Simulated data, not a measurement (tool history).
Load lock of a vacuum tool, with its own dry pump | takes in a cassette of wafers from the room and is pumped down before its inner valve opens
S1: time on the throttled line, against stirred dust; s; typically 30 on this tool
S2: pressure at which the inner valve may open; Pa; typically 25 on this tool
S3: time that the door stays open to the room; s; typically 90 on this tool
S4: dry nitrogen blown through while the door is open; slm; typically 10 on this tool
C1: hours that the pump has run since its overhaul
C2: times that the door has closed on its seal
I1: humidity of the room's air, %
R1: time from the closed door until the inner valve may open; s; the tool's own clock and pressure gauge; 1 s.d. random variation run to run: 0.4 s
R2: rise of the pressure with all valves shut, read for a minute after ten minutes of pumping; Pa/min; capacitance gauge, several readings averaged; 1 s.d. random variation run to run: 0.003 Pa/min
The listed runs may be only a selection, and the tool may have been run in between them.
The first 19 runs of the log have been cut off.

Run 20, hour 4021.2: usual settings but S3 31 s, S4 14 slm; C1 9865; C2 38775; I1 46.6. Result: R1 47.5 s, R2 0.141 Pa/min.
Run 21, hour 4303.2: usual settings but S1 58 s, S2 32 Pa, S3 29 s, S4 5 slm; C1 10147; C2 39732; I1 45.5. Result: R1 70.6 s, R2 0.158 Pa/min.
Run 22, hour 4476.1: usual settings but S1 53 s, S2 44 Pa, S3 136 s; C1 10320; C2 40318; I1 46.2. Result: R1 64.8 s, R2 0.165 Pa/min.
Run 23, hour 4680.7: usual settings but S1 47 s, S4 22 slm; C1 10525; C2 41012; I1 47.9. Result: R1 61.8 s, R2 0.155 Pa/min.
At hour 4694.5: door's seal changed, seat wiped.
Run 24, hour 4970.4: usual settings but S1 18 s, S2 21 Pa, S3 63 s, S4 31 slm; C1 10813; C2 936; I1 44.9. Result: R1 38.1 s, R2 0.021 Pa/min.
Run 25, hour 5215.7: usual settings but S1 18 s, S2 21 Pa, S3 63 s, S4 31 slm; C1 11058; C2 1768; I1 43.5. Result: R1 38.3 s, R2 0.021 Pa/min.
Run 26, hour 5403.7: usual settings but S1 18 s, S2 21 Pa, S3 63 s, S4 31 slm; C1 11246; C2 2405; I1 46.8. Result: R1 38.3 s, R2 0.024 Pa/min.
Run 27, hour 5525.6: usual settings but S1 18 s, S2 21 Pa, S3 63 s, S4 31 slm; C1 11368; C2 2819; I1 46.7. Result: R1 38.6 s, R2 0.029 Pa/min.
Run 28, hour 5745.2: usual settings but S1 23 s, S4 31 slm; C1 11588; C2 3564; I1 46.1. Result: R1 41.9 s, R2 0.033 Pa/min.
Run 29, hour 6032.4: usual settings but S1 16 s, S2 29 Pa, S3 77 s, S4 30 slm; C1 11875; C2 4538; I1 45.3. Result: R1 35.8 s, R2 0.033 Pa/min.
Run 30, hour 6234.8: usual settings but S1 16 s, S2 38 Pa, S3 77 s, S4 30 slm; C1 12077; C2 5224; I1 42.9. Result: R1 35.9 s, R2 0.028 Pa/min.
Run 31, hour 6447.6: usual settings but S1 16 s, S2 38 Pa, S3 77 s, S4 30 slm; C1 12290; C2 5946; I1 42.9. Result: R1 35.4 s, R2 0.031 Pa/min.
Run 32, hour 6624.9: usual settings but S1 26 s, S2 39 Pa, S3 29 s, S4 30 slm; C1 12467; C2 6547; I1 43.7. Result: R1 43.2 s, R2 0.019 Pa/min.
Run 33, hour 6815.7: usual settings but S1 26 s, S2 39 Pa, S3 29 s, S4 30 slm; C1 12658; C2 7195; I1 46.7. Result: R1 43 s, R2 0.028 Pa/min.
Run 34, hour 6935.4: usual settings but S1 26 s, S2 38 Pa, S4 7 slm; C1 12778; C2 7601; I1 46.7. Result: R1 43.5 s, R2 0.06 Pa/min.
Run 35, hour 7220.4: usual settings but S1 21 s, S3 66 s, S4 11 slm; C1 13063; C2 8567; I1 43.4. Result: R1 40.8 s, R2 0.054 Pa/min.
Run 36, hour 7346.8: usual settings but S1 19 s; C1 13189; C2 8996; I1 45.7. Result: R1 39.2 s, R2 0.054 Pa/min.
Run 37, hour 7554.3: usual settings but S1 19 s, S2 37 Pa; C1 13397; C2 9700; I1 43.8. Result: R1 37.6 s, R2 0.055 Pa/min.
Run 38, hour 7797.7: usual settings but S3 93 s; C1 13640; C2 10525; I1 44.8. Result: R1 47.9 s, R2 0.063 Pa/min.

Forecast each of these 3 alternatives for the next run:
Run A, hour 8024.6: usual settings but S1 40 s; C1 13867; C2 11295; I1 44.8. Result: R1 ?, R2 ?.
Run B, hour 8024.6: usual settings but S3 164 s, S4 15 slm; C1 13867; C2 11295; I1 46.2. Result: R1 ?, R2 ?.
Run C, hour 8024.6: usual settings but S1 44 s, S2 18 Pa; C1 13867; C2 11295; I1 45.8. Result: R1 ?, R2 ?.

run    R1     R2
  A  56.7  0.059
  B    48  0.058
  C  60.2  0.063
Without the tool's unlogged condition, the same runs would have read:
run    R1     R2
  A    54  0.044
  B  44.9  0.043
  C  57.4  0.048
